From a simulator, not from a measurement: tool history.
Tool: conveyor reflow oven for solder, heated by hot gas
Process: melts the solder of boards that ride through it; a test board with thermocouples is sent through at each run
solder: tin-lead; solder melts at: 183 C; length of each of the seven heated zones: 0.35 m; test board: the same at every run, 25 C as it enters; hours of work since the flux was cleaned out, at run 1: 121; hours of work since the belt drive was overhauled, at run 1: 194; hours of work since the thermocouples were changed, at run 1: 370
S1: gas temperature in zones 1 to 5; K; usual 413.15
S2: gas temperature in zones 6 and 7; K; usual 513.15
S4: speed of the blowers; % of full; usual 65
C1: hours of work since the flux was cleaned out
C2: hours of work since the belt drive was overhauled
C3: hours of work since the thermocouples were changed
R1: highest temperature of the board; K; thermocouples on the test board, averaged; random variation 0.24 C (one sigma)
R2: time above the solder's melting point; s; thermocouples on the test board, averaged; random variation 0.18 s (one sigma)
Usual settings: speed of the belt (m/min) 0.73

run 1 hour=0 | S1=413.15 S2=513.15 speed_of_the_belt_(m/min)=0.73 S4=65 | C1=121 C2=194 C3=370 | R1=489.85 R2=41.9
run 2 hour=6.8 | S1=413.15 S2=513.15 speed_of_the_belt_(m/min)=0.73 S4=65 | C1=126 C2=199 C3=375 | R1=489.35 R2=42.3
run 3 hour=12.1 | S1=413.15 S2=513.15 speed_of_the_belt_(m/min)=0.73 S4=65 | C1=130 C2=203 C3=379 | R1=489.35 R2=42.2
run 4 hour=18.5 | S1=413.15 S2=513.15 speed_of_the_belt_(m/min)=0.73 S4=65 | C1=135 C2=208 C3=384 | R1=489.25 R2=42.1
run 5 hour=29.1 | S1=413.15 S2=513.15 speed_of_the_belt_(m/min)=0.73 S4=65 | C1=142 C2=215 C3=391 | R1=489.45 R2=42.1
run 6 hour=40.1 | S1=413.15 S2=513.15 speed_of_the_belt_(m/min)=0.73 S4=65 | C1=150 C2=223 C3=399 | R1=489.45 R2=41.9
run 7 hour=45.9 | S1=413.15 S2=505.15 speed_of_the_belt_(m/min)=0.73 S4=65 | C1=154 C2=227 C3=403 | R1=482.95 R2=37.7
run 8 hour=57 | S1=413.15 S2=513.15 speed_of_the_belt_(m/min)=0.762 S4=65 | C1=162 C2=235 C3=411 | R1=488.05 R2=39.2
run 9 hour=68.5 | S1=413.15 S2=513.15 speed_of_the_belt_(m/min)=0.762 S4=65 | C1=171 C2=243 C3=420 | R1=487.75 R2=39.4
run 10 hour=74 | S1=413.15 S2=513.15 speed_of_the_belt_(m/min)=0.762 S4=65 | C1=175 C2=247 C3=424 | R1=487.65 R2=39.4
run 11 hour=82.7 | S1=413.15 S2=513.15 speed_of_the_belt_(m/min)=0.762 S4=65 | C1=181 C2=254 C3=430 | R1=487.85 R2=39.1
run 12 hour=94.5 | S1=402.15 S2=513.15 speed_of_the_belt_(m/min)=0.73 S4=65 | C1=189 C2=262 C3=438 | R1=486.45 R2=37.4
run 13 hour=102.4 | S1=402.15 S2=513.15 speed_of_the_belt_(m/min)=0.73 S4=65 | C1=195 C2=268 C3=444 | R1=487.45 R2=37.9
run 14 hour=114.1 | S1=402.15 S2=513.15 speed_of_the_belt_(m/min)=0.73 S4=65 | C1=203 C2=276 C3=452 | R1=486.75 R2=37.5
run 15 hour=119.2 | S1=413.15 S2=513.15 speed_of_the_belt_(m/min)=0.73 S4=83 | C1=207 C2=280 C3=456 | R1=494.75 R2=45.6
run 16 hour=130.5 | S1=413.15 S2=514.15 speed_of_the_belt_(m/min)=0.73 S4=65 | C1=215 C2=288 C3=464 | R1=489.85 R2=42.9
run 17 hour=141.6 | S1=420.15 S2=506.15 speed_of_the_belt_(m/min)=0.73 S4=62 | C1=223 C2=296 C3=472 | R1=484.55 R2=40.8
run 18 hour=146.6 | S1=413.15 S2=513.15 speed_of_the_belt_(m/min)=0.73 S4=57 | C1=227 C2=300 C3=476 | R1=486.55 R2=39.8
run 19 hour=154.7 | S1=413.15 S2=513.15 speed_of_the_belt_(m/min)=0.73 S4=57 | C1=232 C2=305 C3=482 | R1=486.85 R2=39.7
run 20 hour=163.2 | S1=427.15 S2=513.15 speed_of_the_belt_(m/min)=0.73 S4=57 | C1=239 C2=311 C3=488 | R1=490.25 R2=46.5
run 21 hour=171.6 | S1=418.15 S2=506.15 speed_of_the_belt_(m/min)=0.584 S4=50 | C1=245 C2=318 C3=494 | R1=487.65 R2=53.6
run 22 hour=182.1 | S1=410.15 S2=518.15 speed_of_the_belt_(m/min)=0.801 S4=50 | C1=252 C2=325 C3=501 | R1=481.65 R2=31.6
run 23 hour=193.8 | S1=410.15 S2=518.15 speed_of_the_belt_(m/min)=0.679 S4=50 | C1=261 C2=333 C3=510 | R1=490.25 R2=44.3
run 24 hour=202.2 | S1=410.15 S2=524.15 speed_of_the_belt_(m/min)=0.779 S4=50 | C1=267 C2=340 C3=516 | R1=488.15 R2=37.1
run 25 hour=210.3 | S1=404.15 S2=524.15 speed_of_the_belt_(m/min)=0.779 S4=50 | C1=272 C2=345 C3=522 | R1=485.85 R2=34.3
-- hour=218.1 thermocouples of zones 6 and 7 changed
run 26 hour=218.1 | S1=406.15 S2=515.15 speed_of_the_belt_(m/min)=0.632 S4=70 | C1=277 C2=350 C3=0 | R1=496.15 R2=52.1
run 27 hour=223.7 | S1=419.15 S2=527.15 speed_of_the_belt_(m/min)=0.632 S4=70 | C1=281 C2=354 C3=4 | R1=509.65 R2=61.8
run 28 hour=235 | S1=416.15 S2=517.15 speed_of_the_belt_(m/min)=0.716 S4=53 | C1=289 C2=362 C3=12 | R1=489.45 R2=43.5
run 29 hour=245.6 | S1=416.15 S2=517.15 speed_of_the_belt_(m/min)=0.716 S4=53 | C1=296 C2=369 C3=20 | R1=489.15 R2=43.4
run 30 hour=250.6 | S1=413.15 S2=508.15 speed_of_the_belt_(m/min)=0.674 S4=65 | C1=300 C2=373 C3=23 | R1=488.25 R2=45.2

How the hidden state differs across the entries between the runs, from the last listed run before each to the first after it:
Between runs 25 and 26: thermocouples of zones 6 and 7 changed (hour 218.1)
  true gas temperature in zones 6 and 7 over the reading, C: 0 -> 0.01
